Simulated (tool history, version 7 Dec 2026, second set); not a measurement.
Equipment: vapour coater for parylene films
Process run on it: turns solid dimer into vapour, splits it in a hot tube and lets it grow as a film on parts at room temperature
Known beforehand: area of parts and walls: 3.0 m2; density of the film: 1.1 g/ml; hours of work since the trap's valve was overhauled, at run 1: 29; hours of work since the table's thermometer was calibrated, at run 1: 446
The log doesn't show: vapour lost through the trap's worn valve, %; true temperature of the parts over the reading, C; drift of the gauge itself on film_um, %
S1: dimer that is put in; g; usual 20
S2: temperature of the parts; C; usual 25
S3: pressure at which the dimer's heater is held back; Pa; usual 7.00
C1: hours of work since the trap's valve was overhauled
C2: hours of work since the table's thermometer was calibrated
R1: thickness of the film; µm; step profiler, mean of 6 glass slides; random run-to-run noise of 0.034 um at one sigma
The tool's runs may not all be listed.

run   hour  S1  S2    S3   C1   C2    R1
  1    0.0  20  25  7.00   29  446  3.34
  2   17.5  20  25  7.00   41  458  3.35
  3   42.1  20  25  7.00   59  476  3.37
  4   79.7  20  25  7.00   85  502  3.23
  5  100.6  20  25  7.00   99  516  3.30
  6  123.0  35  25  7.00  115  532  5.68
  7  158.1  20  27  7.00  139  556  2.97
  8  192.3  20  27  7.00  163  580  2.98
  9  227.6  20  27  7.00  188  605  2.92
     230.6  -- table's thermometer calibrated
 10  248.9  30  19  7.00  202   13  5.71
 11  270.8  30  19  7.00  217   28  5.67
 12  289.2  20  37  7.00  230   41  1.98
 13  325.0  20  37  7.00  255   66  1.94
 14  357.9  20  37  7.00  278   89  1.98
 15  379.0  22  23  7.00  293  103  3.48
     386.6  -- table's thermometer calibrated, once more
 16  402.7  22  23  7.00  309   11  3.49

Measured minus without-hidden-state, run by run (identical run-to-run variation in each term; gauge scatter may differ):
run     R1
  1  -0.08
  2  -0.09
  3  -0.13
  4  -0.16
  5  -0.19
  6  -0.37
  7  -0.23
  8  -0.26
  9  -0.29
 10  -0.66
 11  -0.70
 12  -0.27
 13  -0.29
 14  -0.31
 15  -0.57
 16  -0.52

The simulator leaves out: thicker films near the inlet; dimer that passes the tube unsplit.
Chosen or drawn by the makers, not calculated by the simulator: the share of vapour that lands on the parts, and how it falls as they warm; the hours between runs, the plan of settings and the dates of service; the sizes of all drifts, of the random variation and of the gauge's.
